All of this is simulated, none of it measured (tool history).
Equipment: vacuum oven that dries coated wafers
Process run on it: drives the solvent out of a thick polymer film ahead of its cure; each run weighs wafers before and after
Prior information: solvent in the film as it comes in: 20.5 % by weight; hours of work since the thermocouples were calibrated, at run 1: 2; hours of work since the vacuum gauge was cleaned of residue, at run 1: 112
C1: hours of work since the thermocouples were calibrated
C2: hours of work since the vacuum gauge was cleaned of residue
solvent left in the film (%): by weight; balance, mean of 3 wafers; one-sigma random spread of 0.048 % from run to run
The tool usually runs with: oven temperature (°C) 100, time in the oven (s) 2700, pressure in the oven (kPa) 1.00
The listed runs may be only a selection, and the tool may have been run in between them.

run 1 day=0.000 | oven_temperature_(°C)=100 time_in_the_oven_(s)=2700 pressure_in_the_oven_(kPa)=1.00 | C1=2 C2=112 | solvent_left_in_the_film_(%)=3.70
run 2 day=0.375 | oven_temperature_(°C)=100 time_in_the_oven_(s)=2700 pressure_in_the_oven_(kPa)=1.00 | C1=5 C2=116 | solvent_left_in_the_film_(%)=3.69
run 3 day=0.779 | oven_temperature_(°C)=100 time_in_the_oven_(s)=2700 pressure_in_the_oven_(kPa)=1.00 | C1=10 C2=120 | solvent_left_in_the_film_(%)=3.69
run 4 day=1.196 | oven_temperature_(°C)=100 time_in_the_oven_(s)=2160 pressure_in_the_oven_(kPa)=1.00 | C1=14 C2=124 | solvent_left_in_the_film_(%)=4.85
run 5 day=1.808 | oven_temperature_(°C)=100 time_in_the_oven_(s)=2160 pressure_in_the_oven_(kPa)=1.00 | C1=20 C2=130 | solvent_left_in_the_film_(%)=4.81
run 6 day=2.446 | oven_temperature_(°C)=102 time_in_the_oven_(s)=2160 pressure_in_the_oven_(kPa)=1.00 | C1=26 C2=137 | solvent_left_in_the_film_(%)=4.42
run 7 day=3.054 | oven_temperature_(°C)=102 time_in_the_oven_(s)=2160 pressure_in_the_oven_(kPa)=1.00 | C1=32 C2=143 | solvent_left_in_the_film_(%)=4.43
run 8 day=3.571 | oven_temperature_(°C)=102 time_in_the_oven_(s)=2160 pressure_in_the_oven_(kPa)=1.00 | C1=38 C2=148 | solvent_left_in_the_film_(%)=4.37
run 9 day=4.158 | oven_temperature_(°C)=102 time_in_the_oven_(s)=2160 pressure_in_the_oven_(kPa)=1.00 | C1=44 C2=154 | solvent_left_in_the_film_(%)=4.28
run 10 day=4.888 | oven_temperature_(°C)=102 time_in_the_oven_(s)=2160 pressure_in_the_oven_(kPa)=1.00 | C1=51 C2=161 | solvent_left_in_the_film_(%)=4.37
run 11 day=5.567 | oven_temperature_(°C)=102 time_in_the_oven_(s)=2160 pressure_in_the_oven_(kPa)=1.00 | C1=58 C2=168 | solvent_left_in_the_film_(%)=4.38
run 12 day=6.183 | oven_temperature_(°C)=100 time_in_the_oven_(s)=1380 pressure_in_the_oven_(kPa)=1.00 | C1=64 C2=175 | solvent_left_in_the_film_(%)=7.37
run 13 day=6.558 | oven_temperature_(°C)=100 time_in_the_oven_(s)=1800 pressure_in_the_oven_(kPa)=1.00 | C1=68 C2=178 | solvent_left_in_the_film_(%)=5.95
run 14 day=7.146 | oven_temperature_(°C)=100 time_in_the_oven_(s)=2700 pressure_in_the_oven_(kPa)=3.19 | C1=74 C2=184 | solvent_left_in_the_film_(%)=4.68
run 15 day=7.833 | oven_temperature_(°C)=100 time_in_the_oven_(s)=2280 pressure_in_the_oven_(kPa)=3.19 | C1=81 C2=191 | solvent_left_in_the_film_(%)=5.55
run 16 day=8.304 | oven_temperature_(°C)=100 time_in_the_oven_(s)=2280 pressure_in_the_oven_(kPa)=3.19 | C1=85 C2=196 | solvent_left_in_the_film_(%)=5.48
run 17 day=9.092 | oven_temperature_(°C)=95 time_in_the_oven_(s)=2700 pressure_in_the_oven_(kPa)=1.00 | C1=93 C2=204 | solvent_left_in_the_film_(%)=4.83
run 18 day=9.758 | oven_temperature_(°C)=95 time_in_the_oven_(s)=2700 pressure_in_the_oven_(kPa)=3.43 | C1=100 C2=211 | solvent_left_in_the_film_(%)=6.19
run 19 day=10.404 | oven_temperature_(°C)=100 time_in_the_oven_(s)=2760 pressure_in_the_oven_(kPa)=1.00 | C1=107 C2=217 | solvent_left_in_the_film_(%)=3.58
run 20 day=10.933 | oven_temperature_(°C)=100 time_in_the_oven_(s)=2760 pressure_in_the_oven_(kPa)=1.00 | C1=112 C2=222 | solvent_left_in_the_film_(%)=3.53
run 21 day=11.450 | oven_temperature_(°C)=100 time_in_the_oven_(s)=2760 pressure_in_the_oven_(kPa)=1.00 | C1=117 C2=228 | solvent_left_in_the_film_(%)=3.61
run 22 day=12.208 | oven_temperature_(°C)=100 time_in_the_oven_(s)=2760 pressure_in_the_oven_(kPa)=1.00 | C1=125 C2=235 | solvent_left_in_the_film_(%)=3.63
run 23 day=12.642 | oven_temperature_(°C)=100 time_in_the_oven_(s)=2460 pressure_in_the_oven_(kPa)=2.66 | C1=129 C2=240 | solvent_left_in_the_film_(%)=4.80
run 24 day=13.312 | oven_temperature_(°C)=101 time_in_the_oven_(s)=2880 pressure_in_the_oven_(kPa)=1.00 | C1=136 C2=246 | solvent_left_in_the_film_(%)=3.10

Expected results for the next run?
run 25 day=13.908 | oven_temperature_(°C)=98 time_in_the_oven_(s)=3060 pressure_in_the_oven_(kPa)=1.00 | C1=142 C2=252 | solvent_left_in_the_film_(%)=?

Run 25 yielded solvent left in the film (%) 3.56.
The same run, on a tool lacking any hidden state, would have yielded solvent left in the film (%) 3.51.
